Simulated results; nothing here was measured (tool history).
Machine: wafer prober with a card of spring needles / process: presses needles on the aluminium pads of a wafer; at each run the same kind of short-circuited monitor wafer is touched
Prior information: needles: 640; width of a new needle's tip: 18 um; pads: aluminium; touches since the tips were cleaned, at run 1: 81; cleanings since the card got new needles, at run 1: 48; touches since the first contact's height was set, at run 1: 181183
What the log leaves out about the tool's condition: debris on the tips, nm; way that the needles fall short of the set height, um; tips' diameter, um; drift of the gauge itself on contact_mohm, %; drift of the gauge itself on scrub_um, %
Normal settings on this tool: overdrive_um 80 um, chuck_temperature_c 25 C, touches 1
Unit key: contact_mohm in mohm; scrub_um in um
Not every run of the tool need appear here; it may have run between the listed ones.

| run | hour | overdrive_um | chuck_temperature_c | touches | touches since the tips were cleaned | cleanings since the card got new needles | touches since the first contact's height was set | contact_mohm | scrub_um |
|---|---|---|---|---|---|---|---|---|---|
| 1 | 0.0 | 80 | 25 | 1 | 81 | 48 | 181183 | 261 | 17.53 |
|  | 8.6 | height of the first contact set anew |
|  | 15.8 | tips cleaned on abrasive film |
| 2 | 17.6 | 80 | 25 | 1 | 765 | 49 | 3751 | 265 | 17.46 |
|  | 31.6 | tips cleaned on abrasive film |
| 3 | 31.6 | 80 | 25 | 1 | 0 | 50 | 9666 | 266 | 17.44 |
|  | 48.5 | tips cleaned on abrasive film |
| 4 | 50.3 | 80 | 25 | 1 | 767 | 51 | 17522 | 263 | 17.49 |
|  | 65.2 | tips cleaned on abrasive film |
| 5 | 72.4 | 80 | 25 | 1 | 3068 | 52 | 26878 | 262 | 17.51 |
|  | 80.9 | tips cleaned on abrasive film |
| 6 | 85.7 | 80 | 25 | 1 | 2012 | 53 | 32442 | 261 | 17.49 |
|  | 97.9 | tips cleaned on abrasive film |
| 7 | 105.4 | 80 | 25 | 1 | 3215 | 54 | 40790 | 261 | 17.51 |
|  | 114.4 | tips cleaned on abrasive film |
| 8 | 118.8 | 80 | 25 | 1 | 1868 | 55 | 46427 | 261 | 17.56 |
|  | 130.1 | tips cleaned on abrasive film |
| 9 | 131.8 | 80 | 25 | 1 | 722 | 56 | 51893 | 262 | 17.57 |
| 10 | 143.3 | 80 | 25 | 3 | 5588 | 56 | 56759 | 269 | 17.56 |
|  | 146.2 | tips cleaned on abrasive film |
|  | 161.9 | tips cleaned on abrasive film |
| 11 | 167.9 | 80 | 27 | 3 | 2573 | 58 | 67119 | 264 | 17.55 |
|  | 177.7 | tips cleaned on abrasive film |
| 12 | 190.0 | 80 | 27 | 3 | 5229 | 59 | 76424 | 259 | 17.47 |
|  | 194.6 | tips cleaned on abrasive film |
| 13 | 205.4 | 80 | 27 | 3 | 4575 | 60 | 82895 | 262 | 17.60 |
|  | 211.8 | tips cleaned on abrasive film |
| 14 | 222.9 | 80 | 25 | 1 | 4698 | 61 | 90271 | 266 | 17.58 |
|  | 228.3 | tips cleaned on abrasive film |
| 15 | 236.0 | 80 | 25 | 1 | 3263 | 62 | 95789 | 263 | 17.58 |
|  | 244.2 | tips cleaned on abrasive film |
| 16 | 250.6 | 80 | 25 | 1 | 2718 | 63 | 101963 | 268 | 17.55 |
|  | 260.3 | tips cleaned on abrasive film |
| 17 | 269.6 | 80 | 25 | 1 | 3928 | 64 | 109946 | 264 | 17.58 |
|  | 277.6 | tips cleaned on abrasive film |
| 18 | 289.8 | 61 | 42 | 1 | 5150 | 65 | 118482 | 267 | 13.40 |
|  | 293.4 | tips cleaned on abrasive film |
|  | 309.0 | tips cleaned on abrasive film |
| 19 | 311.1 | 61 | 42 | 1 | 884 | 67 | 127421 | 273 | 13.41 |
|  | 325.9 | tips cleaned on abrasive film |
| 20 | 329.1 | 96 | 93 | 3 | 1382 | 68 | 135041 | 279 | 21.19 |
|  | 341.5 | tips cleaned on abrasive film |
| 21 | 353.1 | 80 | 39 | 2 | 4905 | 69 | 145159 | 266 | 17.60 |
|  | 359.0 | tips cleaned on abrasive film |
| 22 | 366.7 | 82 | 39 | 2 | 3273 | 70 | 150864 | 262 | 18.06 |
|  | 375.6 | tips cleaned on abrasive film |
| 23 | 384.9 | 82 | 39 | 2 | 3919 | 71 | 158544 | 264 | 18.00 |
|  | 391.6 | tips cleaned on abrasive film |
|  | 407.7 | tips cleaned on abrasive film |
| 24 | 410.5 | 94 | 28 | 2 | 1165 | 73 | 169313 | 262 | 20.75 |
|  | 423.9 | tips cleaned on abrasive film |
| 25 | 428.4 | 87 | 28 | 2 | 1892 | 74 | 176861 | 257 | 19.14 |
|  | 440.0 | tips cleaned on abrasive film |
|  | 447.3 | height of the first contact set anew |
| 26 | 449.6 | 87 | 28 | 2 | 3911 | 75 | 971 | 264 | 19.17 |
|  | 456.0 | tips cleaned on abrasive film |
| 27 | 468.0 | 87 | 28 | 2 | 5113 | 76 | 8763 | 262 | 19.18 |
|  | 472.8 | tips cleaned on abrasive film |
| 28 | 482.3 | 87 | 55 | 2 | 4045 | 77 | 14773 | 266 | 19.19 |
|  | 488.6 | tips cleaned on abrasive film |
| 29 | 496.1 | 84 | 62 | 2 | 3174 | 78 | 20583 | 271 | 18.53 |
|  | 505.3 | tips cleaned on abrasive film |
| 30 | 513.5 | 84 | 25 | 2 | 3477 | 79 | 27891 | 265 | 18.52 |
|  | 522.4 | tips cleaned on abrasive film |
| 31 | 524.7 | 80 | 82 | 2 | 950 | 80 | 32593 | 279 | 17.74 |
|  | 539.1 | tips cleaned on abrasive film |
| 32 | 545.0 | 80 | 85 | 2 | 2487 | 81 | 41166 | 284 | 17.69 |

Predict each of these 4 candidate next runs independently; none follows another, all start after run 32:
|  | 556.0 | tips cleaned on abrasive film |
| A | 567.0 | 68 | 25 | 1 | 4668 | 82 | 50457 | ? | ? |
|  | 556.0 | tips cleaned on abrasive film |
| B | 567.0 | 63 | 40 | 1 | 4668 | 82 | 50457 | ? | ? |
|  | 556.0 | tips cleaned on abrasive film |
| C | 567.0 | 80 | 85 | 2 | 4668 | 82 | 50457 | ? | ? |
|  | 556.0 | tips cleaned on abrasive film |
| D | 567.0 | 69 | 30 | 1 | 4668 | 82 | 50457 | ? | ? |

| run | contact_mohm | scrub_um |
|---|---|---|
| A | 259 | 15.01 |
| B | 272 | 13.94 |
| C | 278 | 17.64 |
| D | 267 | 15.19 |
Stripped of hidden state, with their random variation kept, the same runs would have yielded:
| run | contact_mohm | scrub_um |
|---|---|---|
| A | 258 | 14.88 |
| B | 271 | 13.82 |
| C | 278 | 17.49 |
| D | 266 | 15.06 |

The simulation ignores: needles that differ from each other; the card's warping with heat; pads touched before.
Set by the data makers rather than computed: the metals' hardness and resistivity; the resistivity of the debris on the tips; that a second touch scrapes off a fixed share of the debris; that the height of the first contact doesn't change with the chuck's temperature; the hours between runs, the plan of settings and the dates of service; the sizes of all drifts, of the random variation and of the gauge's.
